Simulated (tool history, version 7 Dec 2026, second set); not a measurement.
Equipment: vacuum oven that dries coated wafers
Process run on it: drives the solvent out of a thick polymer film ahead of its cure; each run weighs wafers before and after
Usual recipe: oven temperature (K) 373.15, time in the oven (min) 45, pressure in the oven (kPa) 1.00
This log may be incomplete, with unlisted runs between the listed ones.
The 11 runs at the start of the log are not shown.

run,hour,oven temperature (K),time in the oven (min),pressure in the oven (kPa),hours of work since the thermocouples were calibrated,hours of work since the vacuum gauge was cleaned of residue,solvent left in the film (%)
12,371.2,373.15,44,0.78,118,487,3.86
13,396.4,373.15,44,0.78,131,500,3.86
14,428.2,373.15,44,0.78,148,517,3.80
15,476.4,373.15,44,0.78,174,543,3.91
16,526.4,373.15,45,1.99,200,570,4.78
17,567.7,373.15,45,1.99,222,592,4.68
18,617.4,373.15,45,1.99,249,618,4.80
19,650.2,373.15,45,1.98,266,636,4.70
20,678.4,373.15,45,1.11,281,651,4.16
21,705.4,384.15,38,0.91,296,665,2.12
22,737.6,358.15,38,2.84,313,682,10.64
23,770.4,358.15,38,2.84,330,700,10.75
24,806.6,385.15,39,0.83,349,719,1.81
25,850.3,378.15,53,3.19,373,742,3.98
26,891.4,364.15,53,3.19,395,764,7.85
27,923.7,381.15,53,3.19,412,781,3.30
28,961.1,381.15,53,0.54,432,801,1.55

Forecast run 29:
29,1006.5,381.15,25,0.66,456,825,?

solvent left in the film (%): 4.45
If the tool had no hidden condition, the same run with the same run-to-run variation would have returned solvent left in the film (%) 4.05.
